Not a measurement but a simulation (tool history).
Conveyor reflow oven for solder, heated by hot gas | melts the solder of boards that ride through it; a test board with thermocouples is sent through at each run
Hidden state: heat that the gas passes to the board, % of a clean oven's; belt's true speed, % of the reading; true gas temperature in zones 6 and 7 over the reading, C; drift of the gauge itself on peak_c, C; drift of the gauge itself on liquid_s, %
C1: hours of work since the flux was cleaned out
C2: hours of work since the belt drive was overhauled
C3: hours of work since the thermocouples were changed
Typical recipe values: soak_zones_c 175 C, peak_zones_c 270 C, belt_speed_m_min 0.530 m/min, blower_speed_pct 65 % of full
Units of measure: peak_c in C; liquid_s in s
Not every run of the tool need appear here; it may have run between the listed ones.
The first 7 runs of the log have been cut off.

At hour 355.1: flux residue cleaned out of gas plates and filters.
Run 8, hour 391.4: usual settings but belt_speed_m_min 0.551 m/min; C1 20; C2 931; C3 210. Result: peak_c 254.9 C, liquid_s 52.5 s.
Run 9, hour 444.9: usual settings; C1 49; C2 960; C3 239. Result: peak_c 255.5 C, liquid_s 55.5 s.
Run 10, hour 481.4: usual settings; C1 68; C2 979; C3 259. Result: peak_c 256.6 C, liquid_s 55.1 s.
Run 11, hour 555.4: usual settings but blower_speed_pct 62 % of full; C1 109; C2 1019; C3 299. Result: peak_c 255.4 C, liquid_s 54.7 s.
Run 12, hour 609.0: usual settings but blower_speed_pct 62 % of full; C1 138; C2 1048; C3 328. Result: peak_c 255.5 C, liquid_s 54.6 s.
Run 13, hour 659.2: usual settings but peak_zones_c 261 C, blower_speed_pct 62 % of full; C1 165; C2 1076; C3 355. Result: peak_c 247.1 C, liquid_s 49.2 s.
Run 14, hour 697.8: usual settings but peak_zones_c 261 C, blower_speed_pct 62 % of full; C1 186; C2 1097; C3 376. Result: peak_c 247.3 C, liquid_s 49.7 s.
Run 15, hour 728.0: usual settings but peak_zones_c 261 C, belt_speed_m_min 0.599 m/min, blower_speed_pct 62 % of full; C1 202; C2 1113; C3 393. Result: peak_c 243.2 C, liquid_s 38.9 s.
Run 16, hour 775.0: usual settings but peak_zones_c 261 C, belt_speed_m_min 0.599 m/min, blower_speed_pct 62 % of full; C1 228; C2 1138; C3 418. Result: peak_c 243.1 C, liquid_s 39.5 s.
At hour 825.1: flux residue cleaned out of gas plates and filters.
Run 17, hour 830.1: usual settings but peak_zones_c 261 C, belt_speed_m_min 0.599 m/min, blower_speed_pct 62 % of full; C1 3; C2 1166; C3 445. Result: peak_c 244.2 C, liquid_s 40.9 s.
At hour 838.6: belt drive overhauled, speed set with a stopwatch.
Run 18, hour 873.3: usual settings but soak_zones_c 181 C, blower_speed_pct 52 % of full; C1 24; C2 19; C3 466. Result: peak_c 255.2 C, liquid_s 57.3 s.
Run 19, hour 927.2: usual settings but soak_zones_c 181 C, blower_speed_pct 52 % of full; C1 53; C2 48; C3 496. Result: peak_c 255.0 C, liquid_s 57.8 s.
Run 20, hour 987.2: usual settings but soak_zones_c 183 C, peak_zones_c 274 C; C1 86; C2 81; C3 528. Result: peak_c 261.8 C, liquid_s 61.9 s.
At hour 998.1: belt drive overhauled, speed set with a stopwatch, once more.
Run 21, hour 1026.4: usual settings but soak_zones_c 173 C, belt_speed_m_min 0.496 m/min; C1 105; C2 15; C3 547. Result: peak_c 256.4 C, liquid_s 57.4 s.
Run 22, hour 1095.3: usual settings but soak_zones_c 173 C, belt_speed_m_min 0.496 m/min; C1 142; C2 53; C3 585. Result: peak_c 256.7 C, liquid_s 57.8 s.
Run 23, hour 1127.6: usual settings but soak_zones_c 173 C, belt_speed_m_min 0.496 m/min; C1 160; C2 70; C3 602. Result: peak_c 255.8 C, liquid_s 57.0 s.
Run 24, hour 1161.5: usual settings but soak_zones_c 173 C, peak_zones_c 281 C, belt_speed_m_min 0.581 m/min, blower_speed_pct 56 % of full; C1 178; C2 89; C3 620. Result: peak_c 259.0 C, liquid_s 49.2 s.
Run 25, hour 1220.3: usual settings but belt_speed_m_min 0.553 m/min, blower_speed_pct 60 % of full; C1 210; C2 120; C3 652. Result: peak_c 252.5 C, liquid_s 48.4 s.
Run 26, hour 1263.3: usual settings but belt_speed_m_min 0.553 m/min, blower_speed_pct 60 % of full; C1 233; C2 144; C3 676. Result: peak_c 251.4 C, liquid_s 48.5 s.
At hour 1302.8: flux residue cleaned out of gas plates and filters.
Run 27, hour 1312.8: usual settings but belt_speed_m_min 0.553 m/min, blower_speed_pct 60 % of full; C1 5; C2 168; C3 700. Result: peak_c 254.2 C, liquid_s 49.9 s.
Run 28, hour 1377.8: usual settings but soak_zones_c 184 C, peak_zones_c 268 C, belt_speed_m_min 0.558 m/min; C1 41; C2 203; C3 735. Result: peak_c 253.4 C, liquid_s 52.8 s.
At hour 1396.0: thermocouples of zones 6 and 7 changed.
Run 29, hour 1454.0: usual settings but soak_zones_c 189 C, peak_zones_c 275 C, belt_speed_m_min 0.623 m/min; C1 81; C2 243; C3 31. Result: peak_c 257.7 C, liquid_s 50.0 s.
Run 30, hour 1493.8: usual settings but soak_zones_c 189 C, peak_zones_c 275 C, belt_speed_m_min 0.448 m/min, blower_speed_pct 66 % of full; C1 102; C2 265; C3 53. Result: peak_c 265.9 C, liquid_s 76.0 s.

What if the next run were any one of these 3? Each begins from the tool's condition after run 30:
Run A, hour 1564.4: usual settings but peak_zones_c 274 C, blower_speed_pct 58 % of full; C1 141; C2 303; C3 91. Result: peak_c ?, liquid_s ?.
Run B, hour 1564.4: usual settings but soak_zones_c 189 C, peak_zones_c 275 C, belt_speed_m_min 0.426 m/min, blower_speed_pct 89 % of full; C1 141; C2 303; C3 91. Result: peak_c ?, liquid_s ?.
Run C, hour 1564.4: usual settings but soak_zones_c 184 C, peak_zones_c 267 C, belt_speed_m_min 0.547 m/min, blower_speed_pct 66 % of full; C1 141; C2 303; C3 91. Result: peak_c ?, liquid_s ?.

run  peak_c  liquid_s
  A   257.3      54.7
  B   270.1      80.8
  C   253.8      53.2
Without the tool's unlogged condition, the same runs would have read:
run  peak_c  liquid_s
  A   258.3      55.2
  B   270.9      80.8
  C   254.8      53.8
